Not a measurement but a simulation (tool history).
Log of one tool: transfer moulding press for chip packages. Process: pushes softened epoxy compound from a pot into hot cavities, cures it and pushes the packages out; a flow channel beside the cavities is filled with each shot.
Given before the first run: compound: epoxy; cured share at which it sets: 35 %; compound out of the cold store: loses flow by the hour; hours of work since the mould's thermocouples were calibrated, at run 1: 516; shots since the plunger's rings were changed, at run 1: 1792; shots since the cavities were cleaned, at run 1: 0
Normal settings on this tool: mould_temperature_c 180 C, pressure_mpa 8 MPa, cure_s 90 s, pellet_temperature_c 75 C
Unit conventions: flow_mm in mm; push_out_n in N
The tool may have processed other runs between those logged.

| run | hour | mould_temperature_c | pressure_mpa | cure_s | pellet_temperature_c | hours of work since the mould's thermocouples were calibrated | shots since the plunger's rings were changed | shots since the cavities were cleaned | incoming compound's hours out of the cold store | flow_mm | push_out_n |
|---|---|---|---|---|---|---|---|---|---|---|---|
| 1 | 0 | 180 | 8 | 90 | 75 | 516 | 1792 | 0 | 15.5 | 997 | 564 |
|  | 47.2 | cavities cleaned with cleaning compound and waxed |
| 2 | 47.2 | 180 | 8 | 106 | 75 | 542 | 2350 | 0 | 33.6 | 886 | 461 |
| 3 | 73.7 | 180 | 8 | 106 | 75 | 557 | 2674 | 324 | 40.2 | 849 | 574 |
|  | 97.3 | plunger's sealing rings changed |
|  | 98.8 | cavities cleaned with cleaning compound and waxed |
| 4 | 122.2 | 180 | 8 | 90 | 75 | 583 | 286 | 286 | 30.5 | 938 | 710 |
|  | 146.8 | cavities cleaned with cleaning compound and waxed |
| 5 | 152 | 180 | 8 | 90 | 75 | 599 | 631 | 63 | 27.1 | 952 | 634 |
|  | 195.9 | cavities cleaned with cleaning compound and waxed |
| 6 | 207.3 | 180 | 6.49 | 90 | 75 | 630 | 1288 | 138 | 12.1 | 921 | 704 |
| 7 | 239.6 | 180 | 6.49 | 90 | 75 | 649 | 1683 | 533 | 16 | 901 | 825 |
|  | 244 | cavities cleaned with cleaning compound and waxed |
| 8 | 286.1 | 180 | 6.49 | 90 | 75 | 675 | 2233 | 515 | 13 | 909 | 839 |
|  | 290.6 | cavities cleaned with cleaning compound and waxed |
|  | 338.2 | cavities cleaned with cleaning compound and waxed |
| 9 | 338.2 | 180 | 8 | 97 | 75 | 703 | 2832 | 0 | 13.7 | 993 | 530 |
|  | 348.3 | plunger's sealing rings changed |
|  | 388.8 | cavities cleaned with cleaning compound and waxed |
| 10 | 396.3 | 177 | 8 | 90 | 84 | 734 | 568 | 91 | 22.7 | 983 | 782 |
|  | 436.9 | cavities cleaned with cleaning compound and waxed |
| 11 | 444.3 | 180 | 8 | 87 | 75 | 761 | 1137 | 90 | 24.3 | 951 | 675 |
| 12 | 474.2 | 180 | 6.16 | 87 | 77 | 778 | 1501 | 454 | 35.5 | 779 | 807 |
|  | 484.7 | cavities cleaned with cleaning compound and waxed |
| 13 | 513.1 | 173 | 8.31 | 115 | 73 | 800 | 1958 | 347 | 44.6 | 883 | 719 |
|  | 531.6 | cavities cleaned with cleaning compound and waxed |
| 14 | 539.1 | 180 | 9.78 | 79 | 69 | 814 | 2258 | 92 | 46 | 918 | 782 |
|  | 555 | mould's thermocouples calibrated |
|  | 579.7 | cavities cleaned with cleaning compound and waxed |
| 15 | 585.2 | 180 | 8 | 98 | 75 | 17 | 2778 | 67 | 22.8 | 935 | 523 |
|  | 599.2 | plunger's sealing rings changed |
|  | 628.3 | cavities cleaned with cleaning compound and waxed |
| 16 | 639.2 | 182 | 8 | 108 | 75 | 45 | 470 | 133 | 31.3 | 913 | 484 |

What if the next run were any one of these 5? Each begins from the tool's condition after run 16:
| A | 661.6 | 183 | 9.75 | 108 | 74 | 58 | 743 | 406 | 41.2 | ? | ? |
| B | 661.6 | 182 | 7.32 | 108 | 75 | 58 | 743 | 406 | 16.9 | ? | ? |
| C | 661.6 | 180 | 8.78 | 112 | 66 | 58 | 743 | 406 | 10.7 | ? | ? |
| D | 661.6 | 180 | 9.46 | 90 | 75 | 58 | 743 | 406 | 30.1 | ? | ? |
| E | 661.6 | 182 | 8 | 107 | 75 | 58 | 743 | 406 | 31.3 | ? | ? |

| run | flow_mm | push_out_n |
|---|---|---|
| A | 954 | 547 |
| B | 947 | 561 |
| C | 1086 | 541 |
| D | 1016 | 713 |
| E | 914 | 567 |
With the hidden condition removed and each run's random variation left untouched, the same runs would have given:
| run | flow_mm | push_out_n |
|---|---|---|
| A | 965 | 411 |
| B | 958 | 422 |
| C | 1099 | 404 |
| D | 1028 | 531 |
| E | 925 | 424 |

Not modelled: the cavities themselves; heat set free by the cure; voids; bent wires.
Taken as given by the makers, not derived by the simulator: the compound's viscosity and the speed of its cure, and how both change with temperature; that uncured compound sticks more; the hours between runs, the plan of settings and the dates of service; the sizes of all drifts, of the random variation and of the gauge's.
